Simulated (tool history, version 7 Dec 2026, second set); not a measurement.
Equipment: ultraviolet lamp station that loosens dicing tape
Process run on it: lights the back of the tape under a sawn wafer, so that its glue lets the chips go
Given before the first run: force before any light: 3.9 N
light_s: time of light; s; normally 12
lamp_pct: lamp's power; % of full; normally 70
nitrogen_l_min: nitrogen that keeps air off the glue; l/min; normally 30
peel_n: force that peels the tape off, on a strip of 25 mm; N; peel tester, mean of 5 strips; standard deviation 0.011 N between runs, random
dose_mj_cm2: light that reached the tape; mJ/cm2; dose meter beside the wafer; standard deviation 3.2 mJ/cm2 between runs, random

run	hour	light_s	lamp_pct	nitrogen_l_min	peel_n	dose_mj_cm2
1	0	12	70	30	0.783	373
2	25	12	70	30	0.771	369
3	41	12	70	11	1.269	361
4	66.4	12	70	30	0.796	359
5	78.9	12	70	30	0.81	359
6	91.9	12	70	30	0.808	358
# hour 93.7: window cleaned of glue's vapour
7	113.4	12	70	22	0.973	347
8	128.2	9	70	22	1.416	252
9	140.9	8	81	28	1.255	265
10	161.9	12	65	30	0.963	317
11	179.5	12	66	30	0.968	320
# hour 188.4: window cleaned of glue's vapour, once more
12	209.8	21	100	26	0.185	975
13	221.9	19	100	25	0.228	872
14	249.5	11	87	29	0.629	433

Consider 5 possible next runs. They are alternatives, not a sequence: every one starts from the tool as it was left by run 14. What does each give?
A	268.3	12	70	24	?	?
B	268.3	13	87	29	?	?
C	268.3	6	87	29	?	?
D	268.3	11	87	16	?	?
E	268.3	9	66	12	?	?

run	peel_n	dose_mj_cm2
A	0.837	377
B	0.479	508
C	1.399	231
D	0.866	430
E	1.735	262
Stripped of hidden state, with their random variation kept, the same runs would have yielded:
run	peel_n	dose_mj_cm2
A	0.549	497
B	0.299	670
C	1.021	306
D	0.572	568
E	1.345	347
